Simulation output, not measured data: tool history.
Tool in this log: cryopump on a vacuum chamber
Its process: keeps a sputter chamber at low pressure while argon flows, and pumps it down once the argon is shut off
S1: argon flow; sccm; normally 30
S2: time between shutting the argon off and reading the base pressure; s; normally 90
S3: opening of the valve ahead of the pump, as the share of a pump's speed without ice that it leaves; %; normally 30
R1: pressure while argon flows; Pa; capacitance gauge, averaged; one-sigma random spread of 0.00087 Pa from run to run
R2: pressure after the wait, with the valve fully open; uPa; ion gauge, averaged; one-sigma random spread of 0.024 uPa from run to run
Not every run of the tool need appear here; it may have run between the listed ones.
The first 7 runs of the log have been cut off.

Run 8, day 3.200: usual settings but S3 20 %. Result: R1 0.2749 Pa, R2 2.42 uPa.
Run 9, day 3.942: usual settings but S3 20 %. Result: R1 0.2743 Pa, R2 2.49 uPa.
Run 10, day 4.646: usual settings but S1 35 sccm. Result: R1 0.2177 Pa, R2 2.51 uPa.
Run 11, day 5.388: usual settings but S1 35 sccm, S3 31 %. Result: R1 0.2102 Pa, R2 2.47 uPa.
Run 12, day 5.754: usual settings but S1 35 sccm, S3 31 %. Result: R1 0.2087 Pa, R2 2.48 uPa.
Run 13, day 6.317: usual settings but S1 35 sccm, S3 31 %. Result: R1 0.2088 Pa, R2 2.57 uPa.
Run 14, day 6.662: usual settings but S2 35 s. Result: R1 0.1863 Pa, R2 3.42 uPa.
Run 15, day 7.179: usual settings but S2 35 s. Result: R1 0.1864 Pa, R2 3.39 uPa.
Run 16, day 7.842: usual settings but S2 35 s. Result: R1 0.1852 Pa, R2 3.43 uPa.
Run 17, day 8.542: usual settings but S2 35 s. Result: R1 0.1855 Pa, R2 3.39 uPa.
Run 18, day 8.892: usual settings but S1 19 sccm, S2 33 s, S3 24 %. Result: R1 0.1459 Pa, R2 3.61 uPa.
Run 19, day 9.329: usual settings but S1 55 sccm, S2 102 s, S3 54 %. Result: R1 0.1978 Pa, R2 2.60 uPa.
Run 20, day 9.754: usual settings but S1 55 sccm, S2 299 s, S3 54 %. Result: R1 0.1963 Pa, R2 2.25 uPa.
Run 21, day 10.388: usual settings but S1 55 sccm, S3 20 %. Result: R1 0.5074 Pa, R2 2.62 uPa.
Run 22, day 11.058: usual settings but S1 43 sccm, S2 136 s, S3 27 %. Result: R1 0.2961 Pa, R2 2.47 uPa.
Run 23, day 11.788: usual settings but S1 43 sccm, S2 136 s, S3 27 %. Result: R1 0.2988 Pa, R2 2.40 uPa.
Run 24, day 12.279: usual settings but S1 39 sccm, S2 91 s, S3 26 %. Result: R1 0.2806 Pa, R2 2.69 uPa.
Run 25, day 12.792: usual settings but S1 39 sccm, S2 91 s, S3 26 %. Result: R1 0.2784 Pa, R2 2.60 uPa.
Run 26, day 13.488: usual settings but S2 45 s, S3 26 %. Result: R1 0.2161 Pa, R2 3.41 uPa.
Run 27, day 13.842: usual settings but S2 45 s, S3 18 %. Result: R1 0.3087 Pa, R2 3.27 uPa.
Run 28, day 14.533: usual settings but S1 38 sccm, S2 45 s, S3 18 %. Result: R1 0.3884 Pa, R2 3.33 uPa.
Run 29, day 15.083: usual settings but S1 18 sccm, S3 51 %. Result: R1 0.0691 Pa, R2 2.75 uPa.
Run 30, day 15.546: usual settings but S1 18 sccm, S3 51 %. Result: R1 0.0691 Pa, R2 2.82 uPa.
Run 31, day 15.958: usual settings but S1 36 sccm, S2 91 s, S3 44 %. Result: R1 0.1568 Pa, R2 2.79 uPa.

What will run 32 give?
Run 32, day 16.704: usual settings but S1 36 sccm, S2 91 s, S3 44 %. Result: R1 ?, R2 ?.

{"run 32": {"R1": 0.1581, "R2": 2.84}}
Had the tool carried no hidden state, the very same run would have given R1 0.1454 Pa, R2 0.90 uPa.
